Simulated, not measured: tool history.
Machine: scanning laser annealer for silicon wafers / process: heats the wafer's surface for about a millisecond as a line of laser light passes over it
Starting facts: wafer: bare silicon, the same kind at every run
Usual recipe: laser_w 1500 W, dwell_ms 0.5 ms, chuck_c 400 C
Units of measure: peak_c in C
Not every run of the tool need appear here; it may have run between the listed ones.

{"run": 1, "hour": 0.0, "laser_w": 1500, "dwell_ms": 0.5, "chuck_c": 400, "peak_c": 1098}
{"run": 2, "hour": 11.7, "laser_w": 1500, "dwell_ms": 0.5, "chuck_c": 400, "peak_c": 1098}
{"run": 3, "hour": 29.7, "laser_w": 1500, "dwell_ms": 0.615, "chuck_c": 400, "peak_c": 1178}
{"run": 4, "hour": 42.3, "laser_w": 1500, "dwell_ms": 0.615, "chuck_c": 400, "peak_c": 1180}
{"run": 5, "hour": 57.7, "laser_w": 1500, "dwell_ms": 0.615, "chuck_c": 400, "peak_c": 1174}
{"run": 6, "hour": 75.5, "laser_w": 1500, "dwell_ms": 0.615, "chuck_c": 400, "peak_c": 1177}
{"run": 7, "hour": 94.9, "laser_w": 1500, "dwell_ms": 0.5, "chuck_c": 400, "peak_c": 1095}
{"hour": 107.8, "done": "window over the wafer cleaned"}
{"run": 8, "hour": 116.2, "laser_w": 1500, "dwell_ms": 0.5, "chuck_c": 400, "peak_c": 1139}
{"run": 9, "hour": 126.7, "laser_w": 1500, "dwell_ms": 0.5, "chuck_c": 400, "peak_c": 1138}
{"run": 10, "hour": 144.2, "laser_w": 1500, "dwell_ms": 0.5, "chuck_c": 400, "peak_c": 1142}
{"run": 11, "hour": 158.4, "laser_w": 1500, "dwell_ms": 0.5, "chuck_c": 400, "peak_c": 1137}
{"run": 12, "hour": 174.2, "laser_w": 1465, "dwell_ms": 0.577, "chuck_c": 429, "peak_c": 1206}
{"run": 13, "hour": 186.7, "laser_w": 1465, "dwell_ms": 0.577, "chuck_c": 429, "peak_c": 1204}
{"run": 14, "hour": 201.0, "laser_w": 1610, "dwell_ms": 0.415, "chuck_c": 380, "peak_c": 1104}
{"run": 15, "hour": 219.8, "laser_w": 1302, "dwell_ms": 0.422, "chuck_c": 420, "peak_c": 994}
{"run": 16, "hour": 236.7, "laser_w": 1350, "dwell_ms": 0.445, "chuck_c": 400, "peak_c": 1009}
{"run": 17, "hour": 251.9, "laser_w": 1350, "dwell_ms": 0.445, "chuck_c": 400, "peak_c": 1013}
{"run": 18, "hour": 263.3, "laser_w": 1350, "dwell_ms": 0.599, "chuck_c": 400, "peak_c": 1115}

For each run, the measured value with the value that run would have given without the tool's hidden condition subtracted. The run-to-run variation is shared by both, the gauge scatter possibly not:
Hidden state present: light that passes the window, % of a clean one's; laser's true power over the reading, %; width of the line over the set one, %; drift of the gauge itself on peak_c, C.
run=1 peak_c=-44
run=2 peak_c=-45
run=3 peak_c=-50
run=4 peak_c=-51
run=5 peak_c=-51
run=6 peak_c=-52
run=7 peak_c=-48
run=8 peak_c=-3
run=9 peak_c=-4
run=10 peak_c=-5
run=11 peak_c=-5
run=12 peak_c=-6
run=13 peak_c=-7
run=14 peak_c=-8
run=15 peak_c=-6
run=16 peak_c=-8
run=17 peak_c=-9
run=18 peak_c=-11
